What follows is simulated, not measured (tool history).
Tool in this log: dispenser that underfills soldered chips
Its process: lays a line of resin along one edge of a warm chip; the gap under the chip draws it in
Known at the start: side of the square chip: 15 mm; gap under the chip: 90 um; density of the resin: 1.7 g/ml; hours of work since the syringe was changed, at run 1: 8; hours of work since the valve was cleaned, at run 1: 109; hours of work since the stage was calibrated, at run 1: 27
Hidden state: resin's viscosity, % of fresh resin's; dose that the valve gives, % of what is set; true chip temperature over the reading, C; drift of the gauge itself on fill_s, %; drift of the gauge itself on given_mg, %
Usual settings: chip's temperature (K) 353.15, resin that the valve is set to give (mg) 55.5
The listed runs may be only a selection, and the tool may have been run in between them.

run,hour,chip's temperature (K),resin that the valve is set to give (mg),hours of work since the syringe was changed,hours of work since the valve was cleaned,hours of work since the stage was calibrated,time until the resin shows at the far edge (s),resin that the valve gave (mg)
1,0.0,353.15,55.5,8,109,27,162.9,53.37
# hour 1.7: new syringe of resin
2,9.8,353.15,55.5,6,116,34,142.4,53.37
# hour 13.8: new syringe of resin
3,19.2,353.15,55.5,4,123,40,118.9,52.98
# hour 25.9: new syringe of resin
4,27.5,353.15,55.5,1,129,46,101.2,53.47
5,32.4,353.15,55.5,5,132,50,132.9,52.95
# hour 36.9: dispensing valve cleaned and set on the balance
# hour 39.3: new syringe of resin
6,43.7,353.15,57.8,3,5,57,115.9,57.60
# hour 52.0: new syringe of resin
7,53.9,353.15,57.8,1,12,64,99.9,57.46
8,58.5,353.15,57.8,5,15,68,129.3,57.36
# hour 64.5: new syringe of resin
9,67.5,341.15,58.9,2,22,74,191.3,58.45
# hour 77.1: new syringe of resin
10,78.2,345.15,56.0,1,29,82,143.4,55.97
11,83.3,358.15,52.0,5,33,85,102.9,51.44
12,88.1,353.15,70.3,8,36,89,166.0,69.36
# hour 89.6: new syringe of resin
13,98.3,353.15,70.3,6,44,96,144.3,69.38
# hour 101.8: new syringe of resin
14,107.6,363.15,61.0,4,50,103,77.7,59.81
# hour 113.9: new syringe of resin
15,115.9,363.15,61.0,1,56,108,62.9,59.95
# hour 126.1: new syringe of resin
16,126.8,351.15,50.4,1,64,116,101.5,49.30

5 ways to go on from here, each from the tool as it stands after run 16. What would each give?
A,132.2,359.15,61.8,4,68,120,?,?
B,132.2,356.15,55.5,4,68,120,?,?
C,132.2,353.15,71.8,4,68,120,?,?
D,132.2,354.15,70.2,4,68,120,?,?
E,132.2,345.15,49.4,4,68,120,?,?

run,time until the resin shows at the far edge (s),resin that the valve gave (mg)
A,92.5,60.20
B,107.6,54.48
C,121.7,70.50
D,118.0,68.91
E,186.7,48.62
With no hidden state in the tool, these same runs would have given:
run,time until the resin shows at the far edge (s),resin that the valve gave (mg)
A,64.4,61.55
B,74.7,55.70
C,84.8,72.07
D,82.2,70.45
E,129.5,49.70
